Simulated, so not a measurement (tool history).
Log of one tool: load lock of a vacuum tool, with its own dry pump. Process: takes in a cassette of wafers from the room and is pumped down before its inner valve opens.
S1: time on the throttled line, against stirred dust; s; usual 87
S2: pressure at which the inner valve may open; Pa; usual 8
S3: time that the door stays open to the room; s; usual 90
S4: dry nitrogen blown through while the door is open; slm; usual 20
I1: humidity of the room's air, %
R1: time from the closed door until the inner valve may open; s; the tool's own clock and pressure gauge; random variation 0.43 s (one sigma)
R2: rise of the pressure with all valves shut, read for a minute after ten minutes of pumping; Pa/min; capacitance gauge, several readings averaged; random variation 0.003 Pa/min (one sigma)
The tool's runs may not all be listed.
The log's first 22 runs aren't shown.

run	hour	S1	S2	S3	S4	I1	R1	R2
23	2502.5	87	9	38	9	43.3	136.3	0.299
24	2626.7	87	11	42	6	43.6	135.1	0.297
25	2725.3	82	10	34	13	42.4	132.1	0.3
26	2829.4	82	10	34	13	45.3	131.8	0.306
27	2924.8	80	13	164	12	47.4	129.5	0.325
28	2997.5	80	13	52	14	45.4	127.9	0.317
29	3087.2	76	8	129	6	44	127.6	0.337
30	3242.5	76	8	129	6	48.3	128.8	0.356
31	3308.3	76	8	129	6	45	128.9	0.354
32	3453.9	161	8	129	21	45.6	200.9	0.339
33	3597	161	8	129	21	45.3	201.2	0.355
34	3693.7	78	8	230	7	48.2	131.3	0.385
35	3766.5	78	8	230	7	47.1	131	0.398
36	3908.3	54	8	90	5	44.2	109.7	0.39

Forecast each of these 5 alternatives for the next run:
A	4028.3	87	15	90	20	45.7	?	?
B	4028.3	58	8	90	6	40.8	?	?
C	4028.3	47	13	90	20	46.9	?	?
D	4028.3	87	8	90	30	45.7	?	?
E	4028.3	54	12	40	5	43.2	?	?

run	R1	R2
A	133.4	0.37
B	114	0.388
C	100.3	0.374
D	138.2	0.368
E	108.2	0.367
Without the tool's hidden state the same runs would have given:
run	R1	R2
A	127.1	0.025
B	106.4	0.044
C	93.1	0.028
D	131.2	0.024
E	101	0.023
